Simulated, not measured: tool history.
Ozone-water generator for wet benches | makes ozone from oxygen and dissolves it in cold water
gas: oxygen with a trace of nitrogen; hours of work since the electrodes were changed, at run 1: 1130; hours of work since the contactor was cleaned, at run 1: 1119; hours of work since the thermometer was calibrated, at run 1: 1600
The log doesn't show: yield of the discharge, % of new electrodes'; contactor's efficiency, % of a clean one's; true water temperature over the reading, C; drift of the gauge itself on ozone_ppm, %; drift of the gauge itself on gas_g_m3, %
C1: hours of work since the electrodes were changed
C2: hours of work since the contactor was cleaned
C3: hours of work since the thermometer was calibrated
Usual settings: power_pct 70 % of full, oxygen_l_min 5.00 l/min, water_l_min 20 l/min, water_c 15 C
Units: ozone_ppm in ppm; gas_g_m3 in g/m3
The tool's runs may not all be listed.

run 1 day=0.000 | power_pct=70 oxygen_l_min=5.00 water_l_min=20 water_c=15 | C1=1130 C2=1119 C3=1600 | ozone_ppm=22.8 gas_g_m3=226.1
run 2 day=2.388 | power_pct=70 oxygen_l_min=5.00 water_l_min=20 water_c=15 | C1=1172 C2=1161 C3=1642 | ozone_ppm=22.4 gas_g_m3=226.1
run 3 day=4.754 | power_pct=70 oxygen_l_min=8.58 water_l_min=20 water_c=15 | C1=1214 C2=1203 C3=1684 | ozone_ppm=22.5 gas_g_m3=168.6
run 4 day=6.421 | power_pct=70 oxygen_l_min=5.00 water_l_min=20 water_c=15 | C1=1243 C2=1232 C3=1713 | ozone_ppm=22.6 gas_g_m3=224.7
run 5 day=7.921 | power_pct=70 oxygen_l_min=5.00 water_l_min=20 water_c=15 | C1=1270 C2=1259 C3=1740 | ozone_ppm=22.7 gas_g_m3=225.9
run 6 day=10.679 | power_pct=99 oxygen_l_min=5.00 water_l_min=20 water_c=15 | C1=1319 C2=1308 C3=1789 | ozone_ppm=30.2 gas_g_m3=299.5
run 7 day=13.162 | power_pct=48 oxygen_l_min=3.08 water_l_min=20 water_c=15 | C1=1363 C2=1352 C3=1833 | ozone_ppm=15.7 gas_g_m3=208.9
run 8 day=14.896 | power_pct=48 oxygen_l_min=2.70 water_l_min=13 water_c=7 | C1=1393 C2=1383 C3=1863 | ozone_ppm=24.2 gas_g_m3=229.4
run 9 day=17.058 | power_pct=60 oxygen_l_min=2.81 water_l_min=13 water_c=7 | C1=1432 C2=1421 C3=1902 | ozone_ppm=29.4 gas_g_m3=265.1
run 10 day=18.454 | power_pct=70 oxygen_l_min=5.00 water_l_min=31 water_c=15 | C1=1457 C2=1446 C3=1926 | ozone_ppm=15.6 gas_g_m3=225.2
run 11 day=20.125 | power_pct=90 oxygen_l_min=7.49 water_l_min=31 water_c=13 | C1=1486 C2=1475 C3=1956 | ozone_ppm=20.3 gas_g_m3=223.6
run 12 day=22.929 | power_pct=75 oxygen_l_min=4.36 water_l_min=32 water_c=11 | C1=1536 C2=1525 C3=2006 | ozone_ppm=16.0 gas_g_m3=257.1

Forecast each of these 3 alternatives for the next run:
run A day=25.654 | power_pct=75 oxygen_l_min=4.36 water_l_min=16 water_c=11 | C1=1584 C2=1573 C3=2054 | ozone_ppm=? gas_g_m3=?
run B day=25.654 | power_pct=77 oxygen_l_min=5.00 water_l_min=20 water_c=15 | C1=1584 C2=1573 C3=2054 | ozone_ppm=? gas_g_m3=?
run C day=25.654 | power_pct=45 oxygen_l_min=4.41 water_l_min=23 water_c=15 | C1=1584 C2=1573 C3=2054 | ozone_ppm=? gas_g_m3=?

run=A ozone_ppm=29.8 gas_g_m3=252.9
run=B ozone_ppm=24.6 gas_g_m3=242.6
run=C ozone_ppm=13.7 gas_g_m3=166.1
Without the tool's hidden state the same runs would have given:
run=A ozone_ppm=29.9 gas_g_m3=253.0
run=B ozone_ppm=24.6 gas_g_m3=242.8
run=C ozone_ppm=13.7 gas_g_m3=166.2
